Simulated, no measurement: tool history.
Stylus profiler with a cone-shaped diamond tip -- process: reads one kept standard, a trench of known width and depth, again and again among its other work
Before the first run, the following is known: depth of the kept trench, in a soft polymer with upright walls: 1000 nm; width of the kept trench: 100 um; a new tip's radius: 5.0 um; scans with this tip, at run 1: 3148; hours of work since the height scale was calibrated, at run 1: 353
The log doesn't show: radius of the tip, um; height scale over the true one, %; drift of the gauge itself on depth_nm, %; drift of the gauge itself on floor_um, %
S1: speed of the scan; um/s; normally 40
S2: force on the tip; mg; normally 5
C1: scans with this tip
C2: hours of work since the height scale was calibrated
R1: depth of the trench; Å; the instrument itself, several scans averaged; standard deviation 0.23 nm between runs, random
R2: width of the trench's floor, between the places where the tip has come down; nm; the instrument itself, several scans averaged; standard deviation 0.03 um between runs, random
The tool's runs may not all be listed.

Run 1, hour 0: usual settings; C1 3148; C2 353. Result: R1 10232.8 Å, R2 93200 nm.
Run 2, hour 15.4: usual settings; C1 3220; C2 362. Result: R1 10233.2 Å, R2 93200 nm.
Run 3, hour 26.3: usual settings; C1 3271; C2 367. Result: R1 10235 Å, R2 93230 nm.
Run 4, hour 38.6: usual settings but S1 24 um/s; C1 3328; C2 374. Result: R1 10238.1 Å, R2 93260 nm.
Run 5, hour 53.6: usual settings but S2 3.87 mg; C1 3398; C2 382. Result: R1 10198.3 Å, R2 93230 nm.
Run 6, hour 64.9: usual settings; C1 3451; C2 387. Result: R1 10234.9 Å, R2 93170 nm.
Run 7, hour 73.6: usual settings; C1 3491; C2 392. Result: R1 10239.1 Å, R2 93200 nm.
Run 8, hour 82.5: usual settings; C1 3533; C2 397. Result: R1 10241 Å, R2 93180 nm.
Run 9, hour 97.2: usual settings; C1 3601; C2 404. Result: R1 10237.1 Å, R2 93190 nm.
Run 10, hour 105.2: usual settings but S1 13 um/s; C1 3638; C2 409. Result: R1 10237.1 Å, R2 93240 nm.
Run 11, hour 120.8: usual settings; C1 3711; C2 417. Result: R1 10236 Å, R2 93220 nm.
Run 12, hour 130: usual settings; C1 3754; C2 422. Result: R1 10236.5 Å, R2 93170 nm.
Run 13, hour 142.5: usual settings but S1 75 um/s; C1 3812; C2 428. Result: R1 10242 Å, R2 93070 nm.
Run 14, hour 152.8: usual settings but S1 75 um/s; C1 3860; C2 433. Result: R1 10236 Å, R2 93020 nm.
Run 15, hour 167.2: usual settings but S1 151 um/s, S2 5.74 mg; C1 3928; C2 441. Result: R1 10262.4 Å, R2 92890 nm.
Run 16, hour 176: usual settings but S1 108 um/s, S2 3.49 mg; C1 3969; C2 446. Result: R1 10190.6 Å, R2 92960 nm.
Run 17, hour 183.8: usual settings but S1 83 um/s, S2 14.17 mg; C1 4005; C2 450. Result: R1 10467.9 Å, R2 93130 nm.
Run 18, hour 193.9: usual settings but S1 83 um/s, S2 14.17 mg; C1 4052; C2 455. Result: R1 10469.4 Å, R2 93060 nm.
Run 19, hour 202.8: usual settings but S2 7.68 mg; C1 4093; C2 460. Result: R1 10320 Å, R2 93070 nm.
Run 20, hour 217.3: usual settings but S1 125 um/s, S2 2.86 mg; C1 4161; C2 467. Result: R1 10173.6 Å, R2 92830 nm.
Run 21, hour 233.3: usual settings but S1 115 um/s, S2 6.38 mg; C1 4235; C2 476. Result: R1 10278 Å, R2 92930 nm.
Run 22, hour 245.2: usual settings but S1 51 um/s, S2 2.51 mg; C1 4291; C2 482. Result: R1 10157.1 Å, R2 93010 nm.
Run 23, hour 252.7: usual settings but S1 51 um/s, S2 2.51 mg; C1 4326; C2 486. Result: R1 10156.5 Å, R2 93000 nm.
Run 24, hour 266.1: usual settings but S1 145 um/s, S2 7.8 mg; C1 4388; C2 493. Result: R1 10320.8 Å, R2 92870 nm.

What if the next run were any one of these 3? Each begins from the tool's condition after run 24:
Run A, hour 278.4: usual settings but S1 12 um/s, S2 7.83 mg; C1 4446; C2 499. Result: R1 ?, R2 ?.
Run B, hour 278.4: usual settings but S1 155 um/s; C1 4446; C2 499. Result: R1 ?, R2 ?.
Run C, hour 278.4: usual settings but S1 10 um/s, S2 11.15 mg; C1 4446; C2 499. Result: R1 ?, R2 ?.

run       R1     R2
  A  10323.9  93080
  B    10243  92730
  C  10398.9  93080
The same runs, with their run-to-run variation unchanged, on a tool lacking any hidden condition would have given:
run       R1     R2
  A  10310.3  93980
  B  10229.4  93630
  C  10385.2  93980
